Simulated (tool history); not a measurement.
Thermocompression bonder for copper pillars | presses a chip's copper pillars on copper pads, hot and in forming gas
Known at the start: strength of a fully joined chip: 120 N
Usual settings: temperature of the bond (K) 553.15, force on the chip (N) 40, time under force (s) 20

| run | hour | temperature of the bond (K) | force on the chip (N) | time under force (s) | force that shears a chip off (N) |
|---|---|---|---|---|---|
| 1 | 0 | 553.15 | 40 | 20 | 71 |
| 2 | 29.6 | 553.15 | 40 | 20 | 70.5 |
| 3 | 43.6 | 553.15 | 40 | 20 | 69.8 |
| 4 | 58.4 | 553.15 | 37 | 20 | 65.6 |
| 5 | 83.2 | 553.15 | 37 | 20 | 64.8 |
| 6 | 105 | 553.15 | 37 | 20 | 65.5 |
| 7 | 123.5 | 553.15 | 40 | 20 | 70.7 |
| 8 | 144.5 | 540.15 | 40 | 20 | 57.7 |
|  | 170.8 | forming gas filter changed |
| 9 | 174.6 | 553.15 | 40 | 28 | 79.5 |
| 10 | 188.4 | 553.15 | 40 | 28 | 80.1 |
| 11 | 203.6 | 553.15 | 40 | 28 | 79.3 |
| 12 | 232.9 | 553.15 | 39 | 40 | 86 |
| 13 | 252.6 | 553.15 | 48 | 17 | 78.9 |
| 14 | 282.7 | 569.15 | 28 | 20 | 62.3 |
| 15 | 311 | 569.15 | 28 | 20 | 63.4 |
| 16 | 340.8 | 578.15 | 30 | 23 | 76.6 |
| 17 | 362.4 | 578.15 | 30 | 23 | 76.2 |
| 18 | 379.7 | 577.15 | 49 | 20 | 98.8 |
| 19 | 399.1 | 545.15 | 40 | 48 | 82.2 |

Some steps in force that shears a chip off (N) between neighbouring runs. How much of each would the tool show without its hidden state too (settings, what came in, random variation), and how much is left for the hidden state, with any gauge scatter that isn't in both results?
The hidden state here: true temperature of the bond over the reading, C; force that reaches the chip, % of what is set; oxide that the forming gas leaves, % of the face; drift of the gauge itself on shear_n, %.
Run 8 -> 9: temperature of the bond (K) 540.15 -> 553.15, time under force (s) 20 -> 28, forming gas filter changed. force that shears a chip off (N) +21.8: hidden state +3, all else +18.8.
Run 17 -> 18: temperature of the bond (K) 578.15 -> 577.15, force on the chip (N) 30 -> 49, time under force (s) 23 -> 20. force that shears a chip off (N) +22.6: hidden state +0.3, all else +22.3.
